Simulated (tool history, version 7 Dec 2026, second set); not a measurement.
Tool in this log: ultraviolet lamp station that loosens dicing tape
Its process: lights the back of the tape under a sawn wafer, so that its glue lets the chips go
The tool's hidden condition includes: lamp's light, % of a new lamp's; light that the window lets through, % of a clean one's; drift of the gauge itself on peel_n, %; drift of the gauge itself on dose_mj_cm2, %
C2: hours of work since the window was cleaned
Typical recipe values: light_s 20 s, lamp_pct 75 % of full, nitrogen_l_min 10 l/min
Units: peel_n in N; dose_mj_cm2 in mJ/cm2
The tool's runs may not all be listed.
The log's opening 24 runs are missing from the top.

{"run": 25, "hour": 315.6, "light_s": 29, "lamp_pct": 91, "nitrogen_l_min": 7, "hours of work of the lamp": 281, "C2": 402, "peel_n": 0.356, "dose_mj_cm2": 742}
{"run": 26, "hour": 328.0, "light_s": 12, "lamp_pct": 91, "nitrogen_l_min": 16, "hours of work of the lamp": 291, "C2": 412, "peel_n": 1.125, "dose_mj_cm2": 307}
{"run": 27, "hour": 346.2, "light_s": 11, "lamp_pct": 92, "nitrogen_l_min": 12, "hours of work of the lamp": 306, "C2": 426, "peel_n": 1.382, "dose_mj_cm2": 283}
{"run": 28, "hour": 356.1, "light_s": 20, "lamp_pct": 75, "nitrogen_l_min": 5, "hours of work of the lamp": 314, "C2": 434, "peel_n": 1.005, "dose_mj_cm2": 414}
{"hour": 364.3, "done": "window cleaned of glue's vapour"}
{"run": 29, "hour": 364.8, "light_s": 20, "lamp_pct": 75, "nitrogen_l_min": 5, "hours of work of the lamp": 320, "C2": 0, "peel_n": 0.765, "dose_mj_cm2": 484}
{"run": 30, "hour": 373.1, "light_s": 20, "lamp_pct": 75, "nitrogen_l_min": 5, "hours of work of the lamp": 327, "C2": 7, "peel_n": 0.81, "dose_mj_cm2": 480}
{"run": 31, "hour": 389.3, "light_s": 20, "lamp_pct": 75, "nitrogen_l_min": 5, "hours of work of the lamp": 340, "C2": 20, "peel_n": 0.803, "dose_mj_cm2": 482}
{"run": 32, "hour": 407.9, "light_s": 20, "lamp_pct": 89, "nitrogen_l_min": 10, "hours of work of the lamp": 354, "C2": 35, "peel_n": 0.48, "dose_mj_cm2": 567}
{"run": 33, "hour": 419.0, "light_s": 26, "lamp_pct": 92, "nitrogen_l_min": 8, "hours of work of the lamp": 363, "C2": 43, "peel_n": 0.355, "dose_mj_cm2": 761}
{"run": 34, "hour": 429.1, "light_s": 32, "lamp_pct": 83, "nitrogen_l_min": 8, "hours of work of the lamp": 371, "C2": 51, "peel_n": 0.317, "dose_mj_cm2": 839}
{"run": 35, "hour": 447.8, "light_s": 34, "lamp_pct": 64, "nitrogen_l_min": 10, "hours of work of the lamp": 386, "C2": 66, "peel_n": 0.384, "dose_mj_cm2": 679}
{"run": 36, "hour": 457.6, "light_s": 15, "lamp_pct": 65, "nitrogen_l_min": 10, "hours of work of the lamp": 394, "C2": 74, "peel_n": 1.27, "dose_mj_cm2": 303}
{"run": 37, "hour": 473.7, "light_s": 36, "lamp_pct": 68, "nitrogen_l_min": 17, "hours of work of the lamp": 407, "C2": 87, "peel_n": 0.304, "dose_mj_cm2": 757}
{"run": 38, "hour": 488.7, "light_s": 15, "lamp_pct": 75, "nitrogen_l_min": 8, "hours of work of the lamp": 419, "C2": 99, "peel_n": 1.138, "dose_mj_cm2": 343}
{"run": 39, "hour": 507.2, "light_s": 20, "lamp_pct": 88, "nitrogen_l_min": 7, "hours of work of the lamp": 433, "C2": 114, "peel_n": 0.622, "dose_mj_cm2": 530}

Predict each of these 3 candidate next runs independently; none follows another, all start after run 39:
{"run": "A", "hour": 516.8, "light_s": 20, "lamp_pct": 70, "nitrogen_l_min": 9, "hours of work of the lamp": 441, "C2": 121, "peel_n": "?", "dose_mj_cm2": "?"}
{"run": "B", "hour": 516.8, "light_s": 20, "lamp_pct": 71, "nitrogen_l_min": 3, "hours of work of the lamp": 441, "C2": 121, "peel_n": "?", "dose_mj_cm2": "?"}
{"run": "C", "hour": 516.8, "light_s": 16, "lamp_pct": 83, "nitrogen_l_min": 6, "hours of work of the lamp": 441, "C2": 121, "peel_n": "?", "dose_mj_cm2": "?"}

run=A peel_n=0.833 dose_mj_cm2=421
run=B peel_n=1.227 dose_mj_cm2=425
run=C peel_n=1.014 dose_mj_cm2=394
With the hidden condition removed and each run's random variation left untouched, the same runs would have given:
run=A peel_n=0.628 dose_mj_cm2=503
run=B peel_n=0.945 dose_mj_cm2=508
run=C peel_n=0.770 dose_mj_cm2=470
